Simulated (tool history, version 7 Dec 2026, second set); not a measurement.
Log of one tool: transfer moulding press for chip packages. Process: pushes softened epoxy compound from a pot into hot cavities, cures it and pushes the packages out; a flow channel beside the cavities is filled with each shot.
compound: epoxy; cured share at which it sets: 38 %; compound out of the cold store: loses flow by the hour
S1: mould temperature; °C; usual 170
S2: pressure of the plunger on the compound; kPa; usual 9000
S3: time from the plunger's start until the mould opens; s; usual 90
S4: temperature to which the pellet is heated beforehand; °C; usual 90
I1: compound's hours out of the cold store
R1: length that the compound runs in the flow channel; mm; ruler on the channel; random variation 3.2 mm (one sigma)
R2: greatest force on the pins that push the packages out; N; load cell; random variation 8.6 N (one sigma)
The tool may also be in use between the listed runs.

| run | day | S1 | S2 | S3 | S4 | I1 | R1 | R2 |
|---|---|---|---|---|---|---|---|---|
| 1 | 0 | 170 | 9000 | 90 | 90 | 27.6 | 889 | 384 |
| 2 | 1.167 | 170 | 9000 | 90 | 90 | 47.4 | 847 | 488 |
| 3 | 2.112 | 170 | 9000 | 90 | 90 | 23.5 | 894 | 564 |
| 4 | 3.225 | 170 | 9000 | 90 | 90 | 25.7 | 882 | 387 |
| 5 | 4.421 | 170 | 9000 | 90 | 90 | 33.9 | 869 | 501 |
| 6 | 5.262 | 170 | 6980 | 120 | 90 | 44.2 | 739 | 465 |
| 7 | 5.917 | 170 | 9000 | 90 | 95 | 28.8 | 872 | 601 |
| 8 | 7.233 | 171 | 9000 | 73 | 83 | 25.1 | 877 | 698 |
| 9 | 8.45 | 171 | 9000 | 73 | 83 | 18.9 | 893 | 854 |
| 10 | 9.5 | 172 | 8330 | 120 | 90 | 23.5 | 844 | 487 |

Not shown: 2 entries that the log had between the listed runs. Between which runs, and how does the tool's hidden state differ before and after?
Between runs 3 and 4: cavities cleaned with cleaning compound and waxed (day 3.225)
  true mould temperature over the reading, C: 0.08 -> 0.06; pressure that reaches the compound, % of what is set: 93.58 -> 93.22; grip of the stained cavities, % over clean ones': 48 -> 0.7
  measured less the result without the state, R1: -30 -> -31 mm; R2: +181 -> +2 N
Between runs 7 and 8: cavities cleaned with cleaning compound and waxed (day 6.433)
  true mould temperature over the reading, C: 0 -> -0.02; pressure that reaches the compound, % of what is set: 92.35 -> 91.91; grip of the stained cavities, % over clean ones': 58 -> 23
  measured less the result without the state, R1: -36 -> -37 mm; R2: +222 -> +132 N

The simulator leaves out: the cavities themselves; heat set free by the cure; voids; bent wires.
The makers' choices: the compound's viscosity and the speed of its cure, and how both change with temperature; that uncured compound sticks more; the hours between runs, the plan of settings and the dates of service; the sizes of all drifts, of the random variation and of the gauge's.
